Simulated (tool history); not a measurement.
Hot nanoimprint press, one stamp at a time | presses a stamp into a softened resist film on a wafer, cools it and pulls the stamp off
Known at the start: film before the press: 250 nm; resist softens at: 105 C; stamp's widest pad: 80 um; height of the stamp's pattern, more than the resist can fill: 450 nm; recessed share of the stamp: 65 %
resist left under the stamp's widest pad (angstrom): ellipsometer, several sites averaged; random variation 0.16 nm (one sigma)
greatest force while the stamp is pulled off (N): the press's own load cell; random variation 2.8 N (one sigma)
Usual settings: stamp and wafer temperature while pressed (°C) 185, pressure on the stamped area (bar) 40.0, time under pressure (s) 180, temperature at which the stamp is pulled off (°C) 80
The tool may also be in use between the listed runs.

run,hour,stamp and wafer temperature while pressed (°C),pressure on the stamped area (bar),time under pressure (s),temperature at which the stamp is pulled off (°C),resist left under the stamp's widest pad (angstrom),greatest force while the stamp is pulled off (N)
1,0.0,185,40.0,180,80,961,194
2,51.5,185,40.0,180,80,955,189
3,111.2,185,40.0,180,80,956,189
4,147.1,185,33.9,180,80,1029,194
# hour 191.3: stamp cleaned and given a new release coat
5,191.3,174,40.0,180,80,1308,188
# hour 215.6: plate thermocouple calibrated
# hour 252.7: press's hydraulic seals changed and the load cell set to zero
6,256.2,174,40.0,180,80,1309,195
7,324.3,174,40.0,180,80,1308,187
8,377.0,174,40.0,180,80,1305,193
# hour 440.1: stamp cleaned and given a new release coat
9,447.9,174,40.0,180,80,1305,188
10,507.4,174,40.0,180,80,1299,189
11,558.9,185,40.0,150,80,1021,191
# hour 594.2: plate thermocouple calibrated
12,622.5,174,40.0,180,75,1301,209
# hour 678.6: stamp cleaned and given a new release coat
13,698.5,174,63.5,180,67,1079,231
14,743.3,174,63.5,180,67,1077,233
15,792.4,174,63.5,180,67,1077,227
16,864.4,174,63.5,180,67,1076,238
17,902.9,189,40.0,180,68,840,234
# hour 914.5: stamp cleaned and given a new release coat
# hour 973.3: plate thermocouple calibrated
18,985.6,180,37.5,180,80,1115,188
19,1062.6,183,31.2,112,78,1318,195

Some steps in resist left under the stamp's widest pad (angstrom) between neighbouring runs. How much of each would the tool show without its hidden state too (settings, what came in, random variation), and how much is left for the hidden state, with any gauge scatter that isn't in both results?
The hidden state here: true temperature over the reading, C; pressure that arrives at the usual setting, %; grip of the stamp's worn release coat, % over a new coat's; drift of the gauge itself on residual_nm, %; drift of the gauge itself on pull_off_n, %.
Run 11 -> 12: stamp and wafer temperature while pressed (°C) 185 -> 174, time under pressure (s) 150 -> 180, temperature at which the stamp is pulled off (°C) 80 -> 75, plate thermocouple calibrated. resist left under the stamp's widest pad (angstrom) +280: hidden state -4, all else +284.
Run 17 -> 18: stamp and wafer temperature while pressed (°C) 189 -> 180, pressure on the stamped area (bar) 40.0 -> 37.5, temperature at which the stamp is pulled off (°C) 68 -> 80, stamp cleaned and given a new release coat, plate thermocouple calibrated. resist left under the stamp's widest pad (angstrom) +275: hidden state -6, all else +281.
